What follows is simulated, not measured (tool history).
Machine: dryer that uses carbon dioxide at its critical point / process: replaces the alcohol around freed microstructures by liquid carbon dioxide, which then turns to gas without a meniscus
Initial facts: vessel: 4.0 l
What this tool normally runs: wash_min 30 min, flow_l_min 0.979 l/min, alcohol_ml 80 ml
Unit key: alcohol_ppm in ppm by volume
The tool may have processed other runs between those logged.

run,hour,wash_min,flow_l_min,alcohol_ml,alcohol_ppm
1,0,30,0.979,80,140
2,9.2,30,1.341,80,33
3,19.2,30,0.979,80,151
4,24.3,30,0.979,80,146
5,34.1,30,0.979,80,148
6,44.6,30,0.979,80,148
7,50,30,0.979,119,231
8,55.5,30,0.979,119,229
9,63.4,30,0.979,119,224
10,71.4,30,0.979,119,245
11,78.2,30,0.979,80,163
12,85.7,22,0.834,22,261
13,96,27,0.869,65,347
14,101.5,28,0.979,26,87
15,108.5,28,0.979,26,86
16,117.5,26,0.979,76,291
17,123.6,28,1.664,119,27
18,128.3,38,0.623,107,518
19,138.2,30,1.109,80,110
20,147.3,19,1.512,80,206
21,157.3,19,1.486,80,227

3 ways to go on from here, each from the tool as it stands after run 21. What would each give?
A,166.5,18,0.979,47,?
B,166.5,19,0.775,33,?
C,166.5,33,0.623,23,?

run,alcohol_ppm
A,714
B,768
C,209
Stripped of hidden state, with their random variation kept, the same runs would have yielded:
run,alcohol_ppm
A,515
B,582
C,136
